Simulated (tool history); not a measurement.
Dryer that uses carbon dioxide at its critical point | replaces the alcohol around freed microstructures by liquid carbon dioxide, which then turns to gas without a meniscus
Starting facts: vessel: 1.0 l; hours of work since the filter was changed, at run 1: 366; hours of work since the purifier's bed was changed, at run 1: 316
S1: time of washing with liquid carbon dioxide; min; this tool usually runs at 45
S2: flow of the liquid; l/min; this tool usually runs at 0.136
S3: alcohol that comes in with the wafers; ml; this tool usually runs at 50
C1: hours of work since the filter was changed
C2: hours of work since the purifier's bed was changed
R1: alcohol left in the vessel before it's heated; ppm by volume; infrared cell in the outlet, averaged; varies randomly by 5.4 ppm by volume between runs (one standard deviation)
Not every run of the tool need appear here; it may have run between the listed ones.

Run 1, day 0.000: usual settings; C1 366; C2 316. Result: R1 404 ppm by volume.
Run 2, day 0.496: usual settings but S1 66 min; C1 373; C2 324. Result: R1 74 ppm by volume.
At day 0.650: inlet filter changed.
Run 3, day 0.804: usual settings but S2 0.105 l/min; C1 2; C2 328. Result: R1 586 ppm by volume.
Run 4, day 1.362: usual settings but S2 0.105 l/min; C1 10; C2 336. Result: R1 604 ppm by volume.
Run 5, day 1.708: usual settings; C1 16; C2 341. Result: R1 198 ppm by volume.
Run 6, day 2.292: usual settings; C1 24; C2 349. Result: R1 201 ppm by volume.
Run 7, day 2.738: usual settings; C1 31; C2 356. Result: R1 197 ppm by volume.
Run 8, day 3.317: usual settings; C1 39; C2 365. Result: R1 212 ppm by volume.
Run 9, day 3.600: usual settings; C1 43; C2 369. Result: R1 213 ppm by volume.
Run 10, day 3.900: usual settings; C1 48; C2 373. Result: R1 210 ppm by volume.
Run 11, day 4.192: usual settings; C1 52; C2 377. Result: R1 217 ppm by volume.
Run 12, day 4.542: usual settings; C1 57; C2 383. Result: R1 220 ppm by volume.
Run 13, day 4.888: usual settings but S1 32 min; C1 62; C2 388. Result: R1 915 ppm by volume.
Run 14, day 5.325: usual settings but S1 32 min; C1 69; C2 394. Result: R1 938 ppm by volume.
Run 15, day 5.908: usual settings but S1 32 min, S2 0.129 l/min; C1 77; C2 403. Result: R1 1161 ppm by volume.
Run 16, day 6.462: usual settings but S1 37 min, S2 0.200 l/min, S3 20 ml; C1 85; C2 411. Result: R1 74 ppm by volume.
Run 17, day 6.796: usual settings but S1 37 min, S2 0.200 l/min, S3 20 ml; C1 90; C2 416. Result: R1 74 ppm by volume.
Run 18, day 7.317: usual settings but S1 68 min, S2 0.140 l/min, S3 43 ml; C1 98; C2 423. Result: R1 57 ppm by volume.
Run 19, day 7.879: usual settings but S1 50 min, S2 0.141 l/min, S3 54 ml; C1 106; C2 432. Result: R1 140 ppm by volume.
Run 20, day 8.400: usual settings but S1 29 min, S2 0.085 l/min; C1 114; C2 439. Result: R1 5527 ppm by volume.
Run 21, day 8.783: usual settings but S2 0.087 l/min; C1 120; C2 445. Result: R1 1478 ppm by volume.
Run 22, day 9.250: usual settings but S2 0.087 l/min; C1 126; C2 452. Result: R1 1557 ppm by volume.
Run 23, day 9.617: usual settings but S1 38 min, S3 43 ml; C1 132; C2 457. Result: R1 478 ppm by volume.
Run 24, day 10.200: usual settings but S1 49 min, S2 0.225 l/min, S3 71 ml; C1 140; C2 466. Result: R1 72 ppm by volume.
Run 25, day 10.446: usual settings but S1 27 min, S2 0.114 l/min, S3 24 ml; C1 144; C2 469. Result: R1 1591 ppm by volume.
Run 26, day 10.738: usual settings but S1 28 min, S2 0.178 l/min, S3 24 ml; C1 148; C2 474. Result: R1 345 ppm by volume.
Run 27, day 11.246: usual settings but S1 32 min, S2 0.091 l/min, S3 21 ml; C1 156; C2 481. Result: R1 1688 ppm by volume.
Run 28, day 11.729: usual settings but S1 32 min, S2 0.091 l/min, S3 21 ml; C1 163; C2 488. Result: R1 1640 ppm by volume.
Run 29, day 12.196: usual settings but S1 32 min, S2 0.091 l/min, S3 21 ml; C1 170; C2 495. Result: R1 1715 ppm by volume.

What if the next run were any one of these 5? Each begins from the tool's condition after run 29:
Run A, day 12.700: usual settings but S1 31 min, S2 0.116 l/min, S3 69 ml; C1 177; C2 503. Result: R1 ?.
Run B, day 12.700: usual settings but S1 30 min; C1 177; C2 503. Result: R1 ?.
Run C, day 12.700: usual settings but S1 71 min, S2 0.126 l/min, S3 104 ml; C1 177; C2 503. Result: R1 ?.
Run D, day 12.700: usual settings but S1 61 min, S2 0.117 l/min, S3 42 ml; C1 177; C2 503. Result: R1 ?.
Run E, day 12.700: usual settings but S1 30 min, S2 0.190 l/min, S3 59 ml; C1 177; C2 503. Result: R1 ?.

run    R1
  A  3060
  B  1419
  C    99
  D   139
  E   462
Take away the tool's hidden state, keep each run's random variation, and the runs would have read:
run    R1
  A  2237
  B   973
  C    19
  D    44
  E   256
